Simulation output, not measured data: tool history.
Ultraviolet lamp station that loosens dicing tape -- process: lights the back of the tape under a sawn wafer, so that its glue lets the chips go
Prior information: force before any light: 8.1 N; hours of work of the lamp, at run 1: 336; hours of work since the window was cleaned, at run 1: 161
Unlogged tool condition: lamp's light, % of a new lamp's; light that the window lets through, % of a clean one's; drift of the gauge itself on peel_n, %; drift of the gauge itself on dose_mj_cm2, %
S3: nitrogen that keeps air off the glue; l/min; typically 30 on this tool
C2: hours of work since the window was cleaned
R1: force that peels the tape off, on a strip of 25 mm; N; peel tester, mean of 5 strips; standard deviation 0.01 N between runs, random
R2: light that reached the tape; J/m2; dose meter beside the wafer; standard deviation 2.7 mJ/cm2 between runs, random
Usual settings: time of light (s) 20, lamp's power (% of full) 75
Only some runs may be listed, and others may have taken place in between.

run 1 hour=0.0 | time_of_light_(s)=20 lamp's_power_(%_of_full)=75 S3=30 | hours_of_work_of_the_lamp=336 C2=161 | R1=0.635 R2=3180
run 2 hour=17.2 | time_of_light_(s)=20 lamp's_power_(%_of_full)=75 S3=30 | hours_of_work_of_the_lamp=347 C2=172 | R1=0.635 R2=3170
run 3 hour=31.3 | time_of_light_(s)=20 lamp's_power_(%_of_full)=75 S3=30 | hours_of_work_of_the_lamp=356 C2=181 | R1=0.670 R2=3150
run 4 hour=41.3 | time_of_light_(s)=20 lamp's_power_(%_of_full)=75 S3=30 | hours_of_work_of_the_lamp=363 C2=187 | R1=0.647 R2=3110
run 5 hour=51.6 | time_of_light_(s)=20 lamp's_power_(%_of_full)=75 S3=30 | hours_of_work_of_the_lamp=369 C2=194 | R1=0.656 R2=3060
run 6 hour=60.7 | time_of_light_(s)=20 lamp's_power_(%_of_full)=75 S3=25 | hours_of_work_of_the_lamp=375 C2=200 | R1=0.764 R2=3090
run 7 hour=78.6 | time_of_light_(s)=20 lamp's_power_(%_of_full)=66 S3=30 | hours_of_work_of_the_lamp=387 C2=211 | R1=0.830 R2=2700
run 8 hour=88.3 | time_of_light_(s)=20 lamp's_power_(%_of_full)=66 S3=30 | hours_of_work_of_the_lamp=393 C2=217 | R1=0.901 R2=2680
run 9 hour=103.6 | time_of_light_(s)=20 lamp's_power_(%_of_full)=92 S3=30 | hours_of_work_of_the_lamp=403 C2=227 | R1=0.444 R2=3720
run 10 hour=115.9 | time_of_light_(s)=20 lamp's_power_(%_of_full)=67 S3=30 | hours_of_work_of_the_lamp=411 C2=235 | R1=0.903 R2=2680
run 11 hour=136.5 | time_of_light_(s)=20 lamp's_power_(%_of_full)=98 S3=30 | hours_of_work_of_the_lamp=424 C2=248 | R1=0.397 R2=3950
run 12 hour=157.2 | time_of_light_(s)=20 lamp's_power_(%_of_full)=69 S3=30 | hours_of_work_of_the_lamp=437 C2=262 | R1=0.870 R2=2710
run 13 hour=169.4 | time_of_light_(s)=20 lamp's_power_(%_of_full)=69 S3=30 | hours_of_work_of_the_lamp=445 C2=269 | R1=0.873 R2=2670
run 14 hour=179.3 | time_of_light_(s)=20 lamp's_power_(%_of_full)=75 S3=30 | hours_of_work_of_the_lamp=451 C2=276 | R1=0.768 R2=2930
run 15 hour=201.5 | time_of_light_(s)=20 lamp's_power_(%_of_full)=75 S3=30 | hours_of_work_of_the_lamp=466 C2=290 | R1=0.758 R2=2890
run 16 hour=222.8 | time_of_light_(s)=20 lamp's_power_(%_of_full)=75 S3=30 | hours_of_work_of_the_lamp=479 C2=304 | R1=0.786 R2=2880
run 17 hour=233.2 | time_of_light_(s)=20 lamp's_power_(%_of_full)=75 S3=30 | hours_of_work_of_the_lamp=486 C2=310 | R1=0.784 R2=2900
run 18 hour=253.2 | time_of_light_(s)=20 lamp's_power_(%_of_full)=75 S3=30 | hours_of_work_of_the_lamp=499 C2=323 | R1=0.783 R2=2840
run 19 hour=272.9 | time_of_light_(s)=20 lamp's_power_(%_of_full)=75 S3=30 | hours_of_work_of_the_lamp=511 C2=336 | R1=0.796 R2=2820
run 20 hour=294.6 | time_of_light_(s)=13 lamp's_power_(%_of_full)=98 S3=42 | hours_of_work_of_the_lamp=525 C2=350 | R1=1.021 R2=2350
run 21 hour=303.8 | time_of_light_(s)=13 lamp's_power_(%_of_full)=98 S3=42 | hours_of_work_of_the_lamp=531 C2=356 | R1=0.965 R2=2380
run 22 hour=322.6 | time_of_light_(s)=39 lamp's_power_(%_of_full)=66 S3=12 | hours_of_work_of_the_lamp=543 C2=368 | R1=0.493 R2=4710
run 23 hour=334.5 | time_of_light_(s)=15 lamp's_power_(%_of_full)=75 S3=51 | hours_of_work_of_the_lamp=551 C2=375 | R1=1.191 R2=2070
run 24 hour=347.7 | time_of_light_(s)=12 lamp's_power_(%_of_full)=79 S3=15 | hours_of_work_of_the_lamp=559 C2=384 | R1=2.496 R2=1760
run 25 hour=366.0 | time_of_light_(s)=12 lamp's_power_(%_of_full)=79 S3=15 | hours_of_work_of_the_lamp=571 C2=396 | R1=2.527 R2=1710
run 26 hour=376.3 | time_of_light_(s)=26 lamp's_power_(%_of_full)=61 S3=16 | hours_of_work_of_the_lamp=578 C2=402 | R1=1.144 R2=2780
run 27 hour=386.6 | time_of_light_(s)=31 lamp's_power_(%_of_full)=67 S3=18 | hours_of_work_of_the_lamp=584 C2=409 | R1=0.627 R2=3710
run 28 hour=402.1 | time_of_light_(s)=31 lamp's_power_(%_of_full)=67 S3=18 | hours_of_work_of_the_lamp=594 C2=419 | R1=0.642 R2=3680
run 29 hour=418.2 | time_of_light_(s)=29 lamp's_power_(%_of_full)=98 S3=18 | hours_of_work_of_the_lamp=605 C2=429 | R1=0.341 R2=4980
run 30 hour=438.2 | time_of_light_(s)=29 lamp's_power_(%_of_full)=98 S3=18 | hours_of_work_of_the_lamp=617 C2=442 | R1=0.349 R2=4980
run 31 hour=455.0 | time_of_light_(s)=13 lamp's_power_(%_of_full)=72 S3=30 | hours_of_work_of_the_lamp=628 C2=453 | R1=2.017 R2=1620
-- hour=467.6 window cleaned of glue's vapour
run 32 hour=475.3 | time_of_light_(s)=13 lamp's_power_(%_of_full)=72 S3=30 | hours_of_work_of_the_lamp=641 C2=5 | R1=1.665 R2=1900
run 33 hour=488.8 | time_of_light_(s)=13 lamp's_power_(%_of_full)=77 S3=19 | hours_of_work_of_the_lamp=650 C2=14 | R1=1.769 R2=2040
run 34 hour=499.4 | time_of_light_(s)=29 lamp's_power_(%_of_full)=81 S3=40 | hours_of_work_of_the_lamp=656 C2=20 | R1=0.242 R2=4720
run 35 hour=519.8 | time_of_light_(s)=29 lamp's_power_(%_of_full)=81 S3=40 | hours_of_work_of_the_lamp=669 C2=33 | R1=0.263 R2=4690

Forecast each of these 3 alternatives for the next run:
run A hour=530.7 | time_of_light_(s)=25 lamp's_power_(%_of_full)=98 S3=13 | hours_of_work_of_the_lamp=676 C2=40 | R1=? R2=?
run B hour=530.7 | time_of_light_(s)=17 lamp's_power_(%_of_full)=96 S3=55 | hours_of_work_of_the_lamp=676 C2=40 | R1=? R2=?
run C hour=530.7 | time_of_light_(s)=20 lamp's_power_(%_of_full)=97 S3=30 | hours_of_work_of_the_lamp=676 C2=40 | R1=? R2=?

run=A R1=0.444 R2=4900
run=B R1=0.447 R2=3260
run=C R1=0.410 R2=3900
Take away the tool's hidden state, keep each run's random variation, and the runs would have read:
run=A R1=0.287 R2=6120
run=B R1=0.288 R2=4080
run=C R1=0.264 R2=4870

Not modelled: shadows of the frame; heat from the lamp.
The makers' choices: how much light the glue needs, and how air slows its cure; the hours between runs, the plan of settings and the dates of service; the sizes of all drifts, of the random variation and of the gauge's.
